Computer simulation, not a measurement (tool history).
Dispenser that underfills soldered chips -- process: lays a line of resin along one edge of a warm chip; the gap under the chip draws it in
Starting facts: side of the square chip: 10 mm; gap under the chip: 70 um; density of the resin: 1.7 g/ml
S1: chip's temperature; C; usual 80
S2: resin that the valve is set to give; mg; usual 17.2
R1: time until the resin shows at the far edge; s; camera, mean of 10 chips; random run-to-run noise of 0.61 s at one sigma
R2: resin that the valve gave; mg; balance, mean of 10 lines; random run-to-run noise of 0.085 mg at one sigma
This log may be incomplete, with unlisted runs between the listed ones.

| run | hour | S1 | S2 | R1 | R2 |
|---|---|---|---|---|---|
| 1 | 0.0 | 80 | 17.2 | 73.3 | 16.52 |
|  | 1.9 | new syringe of resin |
| 2 | 3.7 | 80 | 17.2 | 61.5 | 16.45 |
| 3 | 7.5 | 94 | 17.2 | 44.7 | 16.51 |
|  | 9.0 | new syringe of resin |
| 4 | 9.9 | 90 | 17.2 | 39.3 | 16.44 |
| 5 | 12.0 | 90 | 17.2 | 44.4 | 16.35 |
| 6 | 15.3 | 90 | 18.7 | 52.7 | 17.94 |
|  | 15.9 | new syringe of resin |
| 7 | 18.4 | 93 | 18.7 | 38.3 | 17.63 |
| 8 | 21.9 | 93 | 18.7 | 45.7 | 17.70 |
|  | 22.9 | new syringe of resin |
| 9 | 25.3 | 80 | 17.2 | 63.8 | 16.24 |
| 10 | 28.3 | 80 | 17.2 | 75.5 | 16.20 |
|  | 29.7 | new syringe of resin |
| 11 | 32.6 | 80 | 17.2 | 65.0 | 16.16 |
|  | 36.7 | new syringe of resin |
| 12 | 37.5 | 80 | 17.2 | 57.8 | 16.16 |
| 13 | 42.1 | 80 | 17.2 | 73.5 | 16.07 |
|  | 43.8 | new syringe of resin |
| 14 | 46.3 | 80 | 17.2 | 66.6 | 15.87 |
| 15 | 48.5 | 80 | 17.2 | 72.8 | 16.08 |
|  | 50.8 | new syringe of resin |
| 16 | 51.6 | 80 | 15.0 | 60.1 | 13.96 |
| 17 | 53.5 | 93 | 16.9 | 39.2 | 15.62 |
| 18 | 56.6 | 71 | 21.2 | 109.1 | 19.84 |
|  | 57.8 | new syringe of resin |
| 19 | 59.7 | 84 | 20.1 | 52.0 | 18.75 |
| 20 | 62.5 | 84 | 20.1 | 59.9 | 18.53 |
|  | 64.9 | new syringe of resin |
| 21 | 66.8 | 76 | 16.4 | 74.7 | 15.23 |
| 22 | 68.8 | 81 | 16.9 | 69.0 | 15.55 |
|  | 71.8 | new syringe of resin |
| 23 | 72.1 | 94 | 17.2 | 32.8 | 15.84 |
| 24 | 74.0 | 91 | 17.6 | 40.9 | 15.99 |
| 25 | 78.3 | 91 | 17.6 | 51.0 | 16.05 |
|  | 78.9 | new syringe of resin |
| 26 | 82.0 | 75 | 15.0 | 84.8 | 13.73 |
|  | 85.9 | new syringe of resin |
| 27 | 86.1 | 75 | 15.0 | 73.5 | 13.62 |
| 28 | 89.3 | 78 | 17.2 | 72.6 | 15.58 |
|  | 93.0 | new syringe of resin |
| 29 | 94.2 | 75 | 15.7 | 78.7 | 14.18 |

Each row is a separate what-if for the run after 29, all from the same tool condition, not one after another. Results?
| A | 98.0 | 86 | 15.8 | ? | ? |
| B | 98.0 | 70 | 20.3 | ? | ? |
| C | 98.0 | 72 | 16.3 | ? | ? |
| D | 98.0 | 66 | 21.3 | ? | ? |

| run | R1 | R2 |
|---|---|---|
| A | 62.1 | 14.22 |
| B | 113.7 | 18.22 |
| C | 108.5 | 14.55 |
| D | 134.5 | 19.13 |
With no hidden state in the tool, these same runs would have given:
| run | R1 | R2 |
|---|---|---|
| A | 42.8 | 15.80 |
| B | 80.0 | 20.24 |
| C | 75.0 | 16.17 |
| D | 95.0 | 21.26 |
